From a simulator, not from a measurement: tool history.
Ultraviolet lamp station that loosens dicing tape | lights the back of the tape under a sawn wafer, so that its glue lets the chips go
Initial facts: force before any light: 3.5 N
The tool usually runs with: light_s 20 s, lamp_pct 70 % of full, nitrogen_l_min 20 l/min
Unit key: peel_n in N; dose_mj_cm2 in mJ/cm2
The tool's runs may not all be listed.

run	hour	light_s	lamp_pct	nitrogen_l_min	peel_n	dose_mj_cm2
1	0.0	20	70	20	0.474	205
2	21.5	20	70	20	0.474	209
3	36.5	20	70	22	0.437	204
4	47.8	20	70	22	0.459	204
5	71.6	20	70	9	0.690	208
6	90.5	20	70	9	0.702	202
7	100.8	20	70	9	0.705	204
8	119.6	20	70	9	0.702	203
9	142.2	20	70	7	0.734	205
10	165.9	20	70	18	0.529	204
11	178.4	20	70	18	0.569	190
12	201.5	20	70	18	0.577	191
13	222.2	20	70	18	0.566	186
14	240.9	20	70	18	0.442	219
15	257.6	20	92	20	0.268	283
16	276.6	20	92	20	0.263	282
17	297.5	20	92	20	0.264	286
18	315.2	20	70	20	0.436	210
19	328.5	20	70	20	0.435	210
20	338.3	20	70	14	0.530	218
21	353.3	20	70	14	0.530	212
22	370.4	20	70	14	0.519	209
23	382.4	20	70	14	0.531	209
24	398.4	20	70	14	0.512	207
25	419.8	20	70	8	0.679	209
26	438.1	28	100	26	0.131	420
27	456.3	18	77	6	0.793	206
28	467.4	10	73	20	1.168	108
29	484.6	10	73	20	1.210	109
30	497.6	10	73	20	1.135	110
31	517.1	21	85	20	0.309	262
32	538.6	11	68	12	1.364	109
33	548.7	20	78	11	0.539	225
34	571.8	40	71	20	0.157	411
35	589.0	40	71	6	0.249	407
36	598.8	40	71	9	0.203	405
37	616.9	34	97	20	0.122	470
38	627.4	14	63	37	0.799	128
39	640.7	11	63	14	1.390	104
40	658.4	10	76	10	1.409	104
41	670.4	18	70	20	0.614	178
42	680.7	40	70	14	0.185	396

Put back what was entered between runs (2 entries, withheld): which listed runs does each sit between, and how does the hidden state differ from the listed run before to the listed run after?
Between runs 10 and 11: window cleaned of glue's vapour (hour 174.7)
  lamp's light, % of a new lamp's: 92.2 -> 92.1; light that the window lets through, % of a clean one's: 91.5 -> 85.7
  measured less the result without the state, peel_n: +0.137 -> +0.192 N; dose_mj_cm2: -38 -> -50 mJ/cm2
Between runs 13 and 14: window cleaned of glue's vapour, once more (hour 229.8)
  lamp's light, % of a new lamp's: 91.6 -> 91.5; light that the window lets through, % of a clean one's: 85.3 -> 99.8
  measured less the result without the state, peel_n: +0.195 -> +0.066 N; dose_mj_cm2: -52 -> -21 mJ/cm2

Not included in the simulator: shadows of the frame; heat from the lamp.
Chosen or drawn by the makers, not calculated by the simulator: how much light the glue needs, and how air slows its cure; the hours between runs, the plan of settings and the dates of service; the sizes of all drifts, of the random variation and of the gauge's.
